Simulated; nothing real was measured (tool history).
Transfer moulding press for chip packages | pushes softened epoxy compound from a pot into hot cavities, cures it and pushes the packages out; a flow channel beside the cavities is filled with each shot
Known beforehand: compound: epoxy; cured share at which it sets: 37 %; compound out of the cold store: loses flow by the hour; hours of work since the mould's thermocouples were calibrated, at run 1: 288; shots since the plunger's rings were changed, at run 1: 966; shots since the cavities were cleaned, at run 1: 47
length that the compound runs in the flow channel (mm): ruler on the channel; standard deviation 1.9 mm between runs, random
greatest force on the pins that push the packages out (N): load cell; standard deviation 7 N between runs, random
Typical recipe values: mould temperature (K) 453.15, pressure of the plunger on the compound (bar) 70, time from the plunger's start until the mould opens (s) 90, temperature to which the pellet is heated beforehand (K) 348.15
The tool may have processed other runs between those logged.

run,day,mould temperature (K),pressure of the plunger on the compound (bar),time from the plunger's start until the mould opens (s),temperature to which the pellet is heated beforehand (K),hours of work since the mould's thermocouples were calibrated,shots since the plunger's rings were changed,shots since the cavities were cleaned,incoming compound's hours out of the cold store,length that the compound runs in the flow channel (mm),greatest force on the pins that push the packages out (N)
1,0,453.15,70,90,348.15,288,966,47,25.8,589,291
2,0.483,453.15,70,90,348.15,295,1111,192,32.1,578,289
3,1.429,453.15,70,90,348.15,309,1396,477,45.7,555,288
4,2.029,453.15,70,90,348.15,317,1576,657,32.2,579,295
# day 2.375: cavities cleaned with cleaning compound and waxed
5,3.121,453.15,70,90,348.15,332,1886,224,22.7,596,303
6,3.767,453.15,70,90,348.15,342,2080,418,43.7,556,296
7,4.438,453.15,70,90,348.15,351,2282,620,13.7,609,300
# day 4.925: cavities cleaned with cleaning compound and waxed
8,5.325,453.15,70,90,348.15,363,2529,120,42.8,559,286
# day 5.846: mould's thermocouples calibrated
9,6.021,453.15,70,90,348.15,3,2714,305,26.4,591,300
10,6.75,453.15,70,90,348.15,13,2933,524,16,605,298
11,7.2,453.15,70,90,348.15,20,3068,659,18.7,599,298
# day 7.471: plunger's sealing rings changed
# day 7.675: cavities cleaned with cleaning compound and waxed
12,8.404,453.15,70,90,348.15,35,261,219,35.6,567,297
13,9.421,453.15,70,97,348.15,49,567,525,40.8,565,273
# day 10.192: cavities cleaned with cleaning compound and waxed
14,10.338,456.15,70,90,348.15,62,824,44,14.7,599,255
15,11.35,456.15,70,90,348.15,76,1128,348,31.7,572,250
16,12.175,453.15,57.3,90,348.15,88,1376,596,41.8,507,293
17,12.6,454.15,87.9,109,338.15,95,1504,724,40.9,625,246
# day 12.717: cavities cleaned with cleaning compound and waxed
18,13.183,449.15,70,90,347.15,102,1661,141,18.6,609,389
19,13.979,453.15,57.6,90,343.15,114,1900,380,45.8,502,295
20,14.446,450.15,70,90,343.15,120,2040,520,40,571,354
# day 15.254: cavities cleaned with cleaning compound and waxed
21,15.512,449.15,70,90,357.15,135,2342,78,41,574,367
22,16.342,460.15,56.8,104,346.15,147,2591,327,13.8,533,220
23,16.812,453.15,55.7,90,353.15,154,2734,470,22,534,296
24,17.479,453.15,70,102,357.15,163,2934,670,31.1,577,255
# day 17.783: cavities cleaned with cleaning compound and waxed
# day 18.279: plunger's sealing rings changed
25,18.367,453.15,70,102,357.15,174,27,144,45.7,552,257
26,19.054,452.15,70,90,350.15,184,234,351,15.7,608,337
27,19.883,453.15,70,73,355.15,196,483,600,46,554,446
# day 20.446: cavities cleaned with cleaning compound and waxed
28,20.542,453.15,52.5,90,348.15,204,662,29,9.4,540,307

Here are 4 independent what-if runs from the current tool condition. What would each one return?
A,20.992,457.15,52.5,116,351.15,211,798,165,30.4,?,?
B,20.992,450.15,70,100,347.15,211,798,165,8.4,?,?
C,20.992,458.15,70,74,351.15,211,798,165,30.2,?,?
D,20.992,457.15,54.9,90,346.15,211,798,165,21.3,?,?

run,length that the compound runs in the flow channel (mm),greatest force on the pins that push the packages out (N)
A,492,216
B,632,302
C,569,324
D,518,239
Stripped of hidden state, with their random variation kept, the same runs would have yielded:
run,length that the compound runs in the flow channel (mm),greatest force on the pins that push the packages out (N)
A,492,213
B,632,299
C,569,321
D,518,237
